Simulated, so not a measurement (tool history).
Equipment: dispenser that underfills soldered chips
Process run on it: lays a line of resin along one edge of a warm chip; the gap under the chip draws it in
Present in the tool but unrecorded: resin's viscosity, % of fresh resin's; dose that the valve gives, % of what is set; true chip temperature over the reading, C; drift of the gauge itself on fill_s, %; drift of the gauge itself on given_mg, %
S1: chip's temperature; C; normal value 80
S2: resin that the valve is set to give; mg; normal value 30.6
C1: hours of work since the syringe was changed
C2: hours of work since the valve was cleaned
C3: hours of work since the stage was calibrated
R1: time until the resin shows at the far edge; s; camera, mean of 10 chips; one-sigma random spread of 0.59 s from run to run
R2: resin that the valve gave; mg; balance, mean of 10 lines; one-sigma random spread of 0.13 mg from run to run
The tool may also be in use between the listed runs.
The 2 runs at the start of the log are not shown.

run   hour  S1    S2  C1  C2   C3     R1     R2
  3    9.2  80  36.1   3  40  187   60.2  35.48
      12.7  -- new syringe of resin
  4   14.6  80  36.1   1  43  190   55.3  35.19
  5   18.3  80  36.1   4  46  193   64.5  35.32
      21.2  -- new syringe of resin
  6   23.5  80  36.1   2  50  196   58.2  35.21
  7   26.8  80  32.9   4  52  199   65.7  32.04
      29.5  -- new syringe of resin
  8   30.6  80  30.6   1  54  201   57.7  29.79
  9   37.0  80  30.6   5  59  206   71.9  29.70
      37.6  -- new syringe of resin
 10   43.8  80  30.6   4  64  210   69.7  29.77
      45.7  -- new syringe of resin
 11   50.4  80  30.6   3  68  215   63.5  29.52
      53.8  -- new syringe of resin
 12   55.3  80  30.6   1  71  218   57.8  29.80
 13   59.5  80  30.6   4  74  221   67.4  29.38
      62.0  -- new syringe of resin
 14   65.3  80  33.0   2  78  225   60.6  31.62
      69.2  -- dispensing valve cleaned and set on the balance
 15   69.7  80  33.0   5   0  227   67.4  33.29
      71.2  -- new syringe of resin
 16   75.9  80  30.6   3   5  231   65.9  30.70
 17   78.7  68  30.6   5   6  233  135.2  30.52
      79.5  -- new syringe of resin
 18   85.3  68  30.6   4  11  238  128.8  30.30
      87.7  -- new syringe of resin
 19   89.2  68  30.6   1  13  240  109.6  30.42
 20   93.4  68  30.6   4  16  243  127.1  30.28
      95.8  -- new syringe of resin
 21   99.4  68  30.6   3  21  247  121.4  30.14
 22  103.2  68  30.6   5  23  250  141.4  30.31
     104.1  -- new syringe of resin
 23  107.5  75  31.3   2  26  253   82.5  31.15

What does the tool deliver on the next run?
 24  111.5  75  31.3   5  29  256   ?   ?

Run 24 gave R1 93.7 s, R2 30.90 mg.
Had the tool carried no hidden state, the very same run would have given R1 65.8 s, R2 31.37 mg.
